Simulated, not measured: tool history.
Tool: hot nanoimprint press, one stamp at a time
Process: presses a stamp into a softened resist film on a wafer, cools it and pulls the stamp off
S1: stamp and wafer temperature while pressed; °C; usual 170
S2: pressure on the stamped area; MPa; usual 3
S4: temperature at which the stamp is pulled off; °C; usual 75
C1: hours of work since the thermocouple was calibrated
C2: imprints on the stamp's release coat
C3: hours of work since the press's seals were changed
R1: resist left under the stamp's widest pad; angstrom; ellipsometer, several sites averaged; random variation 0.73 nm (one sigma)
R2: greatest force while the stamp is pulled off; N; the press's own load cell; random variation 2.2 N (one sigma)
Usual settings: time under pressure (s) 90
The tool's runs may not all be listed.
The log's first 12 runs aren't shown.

Run 13, day 6.85: usual settings but time under pressure (s) 98; C1 174; C2 805; C3 352. Result: R1 889 angstrom, R2 120 N.
Run 14, day 7.5: usual settings but time under pressure (s) 98; C1 182; C2 844; C3 359. Result: R1 881 angstrom, R2 119 N.
At day 7.662: plate thermocouple calibrated.
Run 15, day 8.358: usual settings but time under pressure (s) 98, S4 62 °C; C1 8; C2 888; C3 367. Result: R1 887 angstrom, R2 144 N.
At day 9.254: plate thermocouple calibrated, once more.
Run 16, day 9.292: usual settings but S2 3.16 MPa; C1 0; C2 936; C3 376. Result: R1 887 angstrom, R2 119 N.
Run 17, day 9.742: usual settings but S1 178 °C, S2 2.5 MPa; C1 5; C2 963; C3 381. Result: R1 737 angstrom, R2 117 N.
Run 18, day 10.358: usual settings but S1 173 °C; C1 12; C2 1000; C3 388. Result: R1 806 angstrom, R2 122 N.
Run 19, day 11.05: usual settings but S2 3.47 MPa, time under pressure (s) 56; C1 20; C2 1041; C3 396. Result: R1 974 angstrom, R2 121 N.
Run 20, day 11.754: usual settings but S1 179 °C, S4 77 °C; C1 28; C2 1084; C3 404. Result: R1 637 angstrom, R2 120 N.
Run 21, day 12.504: usual settings but S1 174 °C, time under pressure (s) 77, S4 70 °C; C1 36; C2 1128; C3 412. Result: R1 814 angstrom, R2 137 N.
Run 22, day 13.254: usual settings but S1 174 °C, time under pressure (s) 77, S4 70 °C; C1 44; C2 1173; C3 420. Result: R1 808 angstrom, R2 137 N.
Run 23, day 13.796: usual settings but S1 179 °C, S2 2.32 MPa, time under pressure (s) 165; C1 50; C2 1206; C3 426. Result: R1 603 angstrom, R2 126 N.
Run 24, day 14.538: usual settings but S2 3.85 MPa, time under pressure (s) 104, S4 73 °C; C1 58; C2 1250; C3 434. Result: R1 755 angstrom, R2 136 N.
Run 25, day 15.238: usual settings but S1 177 °C, S2 2.89 MPa, S4 62 °C; C1 66; C2 1292; C3 442. Result: R1 705 angstrom, R2 154 N.
Run 26, day 15.621: usual settings but S1 177 °C, S2 2.89 MPa, S4 62 °C; C1 70; C2 1315; C3 446. Result: R1 708 angstrom, R2 164 N.
Run 27, day 16.054: usual settings but S1 177 °C, S2 2.68 MPa, S4 62 °C; C1 75; C2 1341; C3 451. Result: R1 733 angstrom, R2 164 N.
Run 28, day 16.825: usual settings but S1 177 °C, S2 2.68 MPa, time under pressure (s) 180, S4 62 °C; C1 84; C2 1387; C3 460. Result: R1 583 angstrom, R2 163 N.
Run 29, day 17.554: usual settings but S1 172 °C, time under pressure (s) 51; C1 92; C2 1430; C3 468. Result: R1 1032 angstrom, R2 126 N.
Run 30, day 18.333: usual settings but time under pressure (s) 63, S4 77 °C; C1 100; C2 1477; C3 477. Result: R1 1037 angstrom, R2 125 N.

4 ways to go on from here, each from the tool as it stands after run 30. What would each give?
Run A, day 18.962: usual settings but S1 160 °C, S2 4.19 MPa, S4 81 °C; C1 107; C2 1515; C3 483. Result: R1 ?, R2 ?.
Run B, day 18.962: usual settings but time under pressure (s) 63, S4 77 °C; C1 107; C2 1515; C3 483. Result: R1 ?, R2 ?.
Run C, day 18.962: usual settings but S1 163 °C, S2 3.78 MPa; C1 107; C2 1515; C3 483. Result: R1 ?, R2 ?.
Run D, day 18.962: usual settings but S2 2.66 MPa, time under pressure (s) 54; C1 107; C2 1515; C3 483. Result: R1 ?, R2 ?.

run    R1   R2
  A  1159  112
  B  1047  128
  C  1079  128
  D  1163  130
Without the tool's hidden state the same runs would have given:
run    R1  R2
  A  1111  85
  B  1015  97
  C  1038  98
  D  1130  98
